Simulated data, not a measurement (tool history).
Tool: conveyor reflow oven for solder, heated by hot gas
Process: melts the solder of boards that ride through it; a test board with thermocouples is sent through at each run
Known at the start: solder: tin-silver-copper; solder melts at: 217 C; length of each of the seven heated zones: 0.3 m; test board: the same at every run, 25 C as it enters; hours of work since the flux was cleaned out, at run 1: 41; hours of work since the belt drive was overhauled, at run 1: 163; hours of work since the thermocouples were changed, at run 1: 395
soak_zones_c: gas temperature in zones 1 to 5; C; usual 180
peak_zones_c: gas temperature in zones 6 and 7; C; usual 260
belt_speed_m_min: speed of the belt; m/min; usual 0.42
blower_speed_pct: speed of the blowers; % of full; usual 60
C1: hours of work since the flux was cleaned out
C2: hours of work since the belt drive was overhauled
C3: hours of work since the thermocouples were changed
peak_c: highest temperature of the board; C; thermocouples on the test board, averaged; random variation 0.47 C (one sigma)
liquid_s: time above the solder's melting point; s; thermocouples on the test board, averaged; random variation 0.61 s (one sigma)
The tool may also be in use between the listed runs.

run 1 hour=0 | soak_zones_c=180 peak_zones_c=260 belt_speed_m_min=0.42 blower_speed_pct=60 | C1=41 C2=163 C3=395 | peak_c=242.9 liquid_s=57.9
run 2 hour=12.3 | soak_zones_c=180 peak_zones_c=260 belt_speed_m_min=0.42 blower_speed_pct=60 | C1=49 C2=171 C3=403 | peak_c=242.3 liquid_s=56.8
run 3 hour=19.5 | soak_zones_c=180 peak_zones_c=260 belt_speed_m_min=0.42 blower_speed_pct=82 | C1=54 C2=176 C3=408 | peak_c=247.8 liquid_s=64.4
run 4 hour=28.3 | soak_zones_c=180 peak_zones_c=260 belt_speed_m_min=0.42 blower_speed_pct=60 | C1=59 C2=181 C3=413 | peak_c=242.2 liquid_s=57.5
run 5 hour=34.4 | soak_zones_c=180 peak_zones_c=260 belt_speed_m_min=0.42 blower_speed_pct=60 | C1=63 C2=185 C3=417 | peak_c=242.6 liquid_s=58.1
run 6 hour=43.5 | soak_zones_c=180 peak_zones_c=260 belt_speed_m_min=0.42 blower_speed_pct=60 | C1=69 C2=191 C3=423 | peak_c=243.2 liquid_s=57.9
run 7 hour=52.7 | soak_zones_c=180 peak_zones_c=260 belt_speed_m_min=0.376 blower_speed_pct=60 | C1=75 C2=197 C3=429 | peak_c=246 liquid_s=70.2
run 8 hour=59 | soak_zones_c=180 peak_zones_c=260 belt_speed_m_min=0.376 blower_speed_pct=75 | C1=79 C2=201 C3=433 | peak_c=249.4 liquid_s=73.3
run 9 hour=64.8 | soak_zones_c=180 peak_zones_c=260 belt_speed_m_min=0.376 blower_speed_pct=75 | C1=83 C2=205 C3=437 | peak_c=248.7 liquid_s=73.5
run 10 hour=77.2 | soak_zones_c=180 peak_zones_c=260 belt_speed_m_min=0.42 blower_speed_pct=68 | C1=91 C2=213 C3=445 | peak_c=244.2 liquid_s=60.3
-- hour=83.5 flux residue cleaned out of gas plates and filters
run 11 hour=93.9 | soak_zones_c=180 peak_zones_c=260 belt_speed_m_min=0.42 blower_speed_pct=61 | C1=7 C2=221 C3=453 | peak_c=241.8 liquid_s=56
-- hour=108 flux residue cleaned out of gas plates and filters, once more
run 12 hour=110.9 | soak_zones_c=180 peak_zones_c=260 belt_speed_m_min=0.42 blower_speed_pct=61 | C1=2 C2=228 C3=460 | peak_c=243.4 liquid_s=58.6
run 13 hour=119 | soak_zones_c=180 peak_zones_c=260 belt_speed_m_min=0.42 blower_speed_pct=61 | C1=7 C2=233 C3=465 | peak_c=243.4 liquid_s=58.2
run 14 hour=130.5 | soak_zones_c=180 peak_zones_c=260 belt_speed_m_min=0.42 blower_speed_pct=60 | C1=14 C2=241 C3=473 | peak_c=242.8 liquid_s=56.8
run 15 hour=140.1 | soak_zones_c=180 peak_zones_c=257 belt_speed_m_min=0.42 blower_speed_pct=60 | C1=21 C2=247 C3=479 | peak_c=241.2 liquid_s=55.1
run 16 hour=150.8 | soak_zones_c=180 peak_zones_c=269 belt_speed_m_min=0.473 blower_speed_pct=60 | C1=28 C2=254 C3=486 | peak_c=246.6 liquid_s=52.9
run 17 hour=158.2 | soak_zones_c=180 peak_zones_c=269 belt_speed_m_min=0.473 blower_speed_pct=60 | C1=32 C2=259 C3=491 | peak_c=245.7 liquid_s=53.6
run 18 hour=167.1 | soak_zones_c=180 peak_zones_c=269 belt_speed_m_min=0.473 blower_speed_pct=60 | C1=38 C2=264 C3=496 | peak_c=245.9 liquid_s=53.2
run 19 hour=176.7 | soak_zones_c=180 peak_zones_c=269 belt_speed_m_min=0.473 blower_speed_pct=60 | C1=44 C2=271 C3=503 | peak_c=246 liquid_s=52.6
run 20 hour=183.8 | soak_zones_c=190 peak_zones_c=269 belt_speed_m_min=0.359 blower_speed_pct=60 | C1=49 C2=275 C3=507 | peak_c=256.4 liquid_s=88.1
run 21 hour=191.7 | soak_zones_c=176 peak_zones_c=271 belt_speed_m_min=0.359 blower_speed_pct=80 | C1=54 C2=280 C3=512 | peak_c=259.7 liquid_s=84.9
run 22 hour=203.1 | soak_zones_c=176 peak_zones_c=253 belt_speed_m_min=0.482 blower_speed_pct=80 | C1=61 C2=288 C3=520 | peak_c=237.2 liquid_s=42.3
run 23 hour=208.8 | soak_zones_c=176 peak_zones_c=253 belt_speed_m_min=0.482 blower_speed_pct=80 | C1=65 C2=291 C3=523 | peak_c=235.6 liquid_s=43
run 24 hour=220.6 | soak_zones_c=176 peak_zones_c=253 belt_speed_m_min=0.482 blower_speed_pct=80 | C1=73 C2=299 C3=531 | peak_c=236.4 liquid_s=42.3
run 25 hour=229.3 | soak_zones_c=176 peak_zones_c=253 belt_speed_m_min=0.482 blower_speed_pct=80 | C1=78 C2=305 C3=537 | peak_c=235.3 liquid_s=42.6
run 26 hour=241.6 | soak_zones_c=180 peak_zones_c=274 belt_speed_m_min=0.42 blower_speed_pct=60 | C1=86 C2=312 C3=545 | peak_c=254 liquid_s=67.3
run 27 hour=252.1 | soak_zones_c=189 peak_zones_c=260 belt_speed_m_min=0.415 blower_speed_pct=60 | C1=93 C2=319 C3=551 | peak_c=243.5 liquid_s=64.5

Forecast run 28:
run 28 hour=259.4 | soak_zones_c=180 peak_zones_c=248 belt_speed_m_min=0.48 blower_speed_pct=76 | C1=98 C2=324 C3=556 | peak_c=? liquid_s=?

peak_c: 232.2 C
liquid_s: 37.4 s
Without the tool's hidden state the same run would have given peak_c 234.4 C, liquid_s 40.6 s.

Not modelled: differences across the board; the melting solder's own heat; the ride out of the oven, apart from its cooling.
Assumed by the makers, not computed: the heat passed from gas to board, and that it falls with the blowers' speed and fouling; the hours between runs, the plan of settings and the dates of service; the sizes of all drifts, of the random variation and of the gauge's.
